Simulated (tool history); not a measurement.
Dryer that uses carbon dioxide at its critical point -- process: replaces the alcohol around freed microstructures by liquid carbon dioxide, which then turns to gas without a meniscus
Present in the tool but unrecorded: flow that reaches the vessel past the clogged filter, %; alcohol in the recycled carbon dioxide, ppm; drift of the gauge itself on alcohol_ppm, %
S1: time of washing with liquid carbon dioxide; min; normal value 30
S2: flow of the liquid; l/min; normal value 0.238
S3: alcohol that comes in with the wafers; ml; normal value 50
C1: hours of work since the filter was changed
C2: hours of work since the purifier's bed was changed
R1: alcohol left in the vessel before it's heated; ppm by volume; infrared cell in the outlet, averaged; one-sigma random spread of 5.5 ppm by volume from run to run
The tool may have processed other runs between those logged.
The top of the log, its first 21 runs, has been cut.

{"run": 22, "day": 8.625, "S1": 19, "S2": 0.365, "S3": 100, "C1": 348, "C2": 268, "R1": 713}
{"run": 23, "day": 8.95, "S1": 19, "S2": 0.261, "S3": 93, "C1": 354, "C2": 274, "R1": 2760}
{"day": 9.038, "done": "inlet filter changed"}
{"run": 24, "day": 9.346, "S1": 19, "S2": 0.261, "S3": 93, "C1": 6, "C2": 281, "R1": 1660}
{"run": 25, "day": 9.808, "S1": 19, "S2": 0.261, "S3": 93, "C1": 14, "C2": 289, "R1": 1638}
{"run": 26, "day": 10.279, "S1": 19, "S2": 0.261, "S3": 93, "C1": 23, "C2": 298, "R1": 1660}
{"run": 27, "day": 10.567, "S1": 19, "S2": 0.261, "S3": 93, "C1": 28, "C2": 303, "R1": 1703}
{"run": 28, "day": 11.062, "S1": 30, "S2": 0.316, "S3": 58, "C1": 37, "C2": 312, "R1": 67}
{"run": 29, "day": 11.579, "S1": 30, "S2": 0.155, "S3": 102, "C1": 47, "C2": 322, "R1": 2707}
{"run": 30, "day": 11.862, "S1": 29, "S2": 0.238, "S3": 50, "C1": 52, "C2": 327, "R1": 250}
{"run": 31, "day": 12.492, "S1": 29, "S2": 0.238, "S3": 50, "C1": 63, "C2": 338, "R1": 254}
{"run": 32, "day": 13.0, "S1": 19, "S2": 0.238, "S3": 27, "C1": 73, "C2": 348, "R1": 788}
{"run": 33, "day": 13.396, "S1": 41, "S2": 0.263, "S3": 33, "C1": 80, "C2": 355, "R1": 60}
{"run": 34, "day": 13.938, "S1": 25, "S2": 0.238, "S3": 49, "C1": 90, "C2": 365, "R1": 508}
{"run": 35, "day": 14.517, "S1": 29, "S2": 0.238, "S3": 28, "C1": 101, "C2": 376, "R1": 174}
{"run": 36, "day": 15.038, "S1": 29, "S2": 0.238, "S3": 28, "C1": 110, "C2": 385, "R1": 190}
{"run": 37, "day": 15.617, "S1": 30, "S2": 0.258, "S3": 22, "C1": 121, "C2": 396, "R1": 115}

Branching from run 37: 5 alternative next runs. What would each branch give?
{"run": "A", "day": 16.162, "S1": 30, "S2": 0.25, "S3": 22, "C1": 131, "C2": 406, "R1": "?"}
{"run": "B", "day": 16.162, "S1": 44, "S2": 0.238, "S3": 50, "C1": 131, "C2": 406, "R1": "?"}
{"run": "C", "day": 16.162, "S1": 22, "S2": 0.258, "S3": 22, "C1": 131, "C2": 406, "R1": "?"}
{"run": "D", "day": 16.162, "S1": 24, "S2": 0.219, "S3": 50, "C1": 131, "C2": 406, "R1": "?"}
{"run": "E", "day": 16.162, "S1": 43, "S2": 0.348, "S3": 61, "C1": 131, "C2": 406, "R1": "?"}

run=A R1=134
run=B R1=71
run=C R1=320
run=D R1=872
run=E R1=58
Stripped of hidden state, with their random variation kept, the same runs would have yielded:
run=A R1=61
run=B R1=12
run=C R1=205
run=D R1=644
run=E R1=3

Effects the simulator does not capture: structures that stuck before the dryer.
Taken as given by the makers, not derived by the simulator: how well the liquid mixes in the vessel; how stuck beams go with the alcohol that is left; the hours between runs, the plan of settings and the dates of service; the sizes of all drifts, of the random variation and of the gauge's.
